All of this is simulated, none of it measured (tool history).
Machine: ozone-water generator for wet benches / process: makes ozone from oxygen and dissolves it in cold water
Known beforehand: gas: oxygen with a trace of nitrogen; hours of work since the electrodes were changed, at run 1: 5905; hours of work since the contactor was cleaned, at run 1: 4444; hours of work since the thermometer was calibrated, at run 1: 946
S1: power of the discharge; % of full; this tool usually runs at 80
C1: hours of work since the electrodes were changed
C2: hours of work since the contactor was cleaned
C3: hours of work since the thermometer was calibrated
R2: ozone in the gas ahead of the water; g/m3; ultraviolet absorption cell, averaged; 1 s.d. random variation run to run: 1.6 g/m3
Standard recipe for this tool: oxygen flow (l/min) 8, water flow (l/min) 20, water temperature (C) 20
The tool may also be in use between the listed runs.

Run 1, hour 0: usual settings; C1 5905; C2 4444; C3 946. Result: dissolved ozone (ppm) 39.1, R2 295.7 g/m3.
Run 2, hour 85: usual settings but water flow (l/min) 19; C1 5981; C2 4519; C3 1022. Result: dissolved ozone (ppm) 40.2, R2 299.6 g/m3.
Run 3, hour 242.7: usual settings but S1 63 % of full, water flow (l/min) 19; C1 6121; C2 4660; C3 1162. Result: dissolved ozone (ppm) 34.6, R2 251.6 g/m3.
Run 4, hour 376.6: usual settings but S1 63 % of full, water flow (l/min) 19; C1 6240; C2 4779; C3 1281. Result: dissolved ozone (ppm) 34.5, R2 253.6 g/m3.
Run 5, hour 500.6: usual settings but S1 63 % of full, water flow (l/min) 19; C1 6350; C2 4889; C3 1392. Result: dissolved ozone (ppm) 34.9, R2 251.2 g/m3.
Run 6, hour 684.5: usual settings; C1 6514; C2 5053; C3 1555. Result: dissolved ozone (ppm) 39.1, R2 297.4 g/m3.
Run 7, hour 828.8: usual settings; C1 6642; C2 5181; C3 1684. Result: dissolved ozone (ppm) 38.9, R2 297.7 g/m3.
At hour 878.8: contactor cleaned.
Run 8, hour 932.7: usual settings; C1 6731; C2 48; C3 1773. Result: dissolved ozone (ppm) 38.9, R2 296 g/m3.
Run 9, hour 1114.3: usual settings; C1 6893; C2 209; C3 1934. Result: dissolved ozone (ppm) 39.2, R2 296 g/m3.
Run 10, hour 1284: usual settings; C1 7044; C2 360; C3 2085. Result: dissolved ozone (ppm) 39.3, R2 292.7 g/m3.
Run 11, hour 1416.1: usual settings but S1 88 % of full; C1 7161; C2 478; C3 2203. Result: dissolved ozone (ppm) 41.2, R2 314.6 g/m3.
Run 12, hour 1497.9: usual settings but S1 88 % of full; C1 7234; C2 551; C3 2275. Result: dissolved ozone (ppm) 41.6, R2 310.9 g/m3.
Run 13, hour 1648: usual settings but S1 88 % of full; C1 7368; C2 684; C3 2409. Result: dissolved ozone (ppm) 41.4, R2 313.3 g/m3.
Run 14, hour 1771.5: usual settings but water temperature (C) 13; C1 7478; C2 794; C3 2519. Result: dissolved ozone (ppm) 43.8, R2 297 g/m3.
Run 15, hour 1930.4: usual settings but water temperature (C) 13; C1 7619; C2 936; C3 2660. Result: dissolved ozone (ppm) 44.4, R2 292 g/m3.
Run 16, hour 2035.7: usual settings but water temperature (C) 18; C1 7713; C2 1029; C3 2754. Result: dissolved ozone (ppm) 40.9, R2 293.7 g/m3.
Run 17, hour 2143.3: usual settings but water temperature (C) 18; C1 7808; C2 1125; C3 2850. Result: dissolved ozone (ppm) 40.4, R2 293.9 g/m3.
Run 18, hour 2298.4: usual settings but S1 76 % of full, oxygen flow (l/min) 4.12, water temperature (C) 21; C1 7946; C2 1263; C3 2988. Result: dissolved ozone (ppm) 35.1, R2 372.8 g/m3.

For run 19, what comes out?
Run 19, hour 2395.2: usual settings but S1 76 % of full, oxygen flow (l/min) 4.12, water temperature (C) 21; C1 8033; C2 1349; C3 3074. Result: dissolved ozone (ppm) ?, R2 ?.

dissolved ozone (ppm): 35.1
R2: 374.3 g/m3
Without the tool's hidden state the same run would have given dissolved ozone (ppm) 35.2, R2 380.8 g/m3.
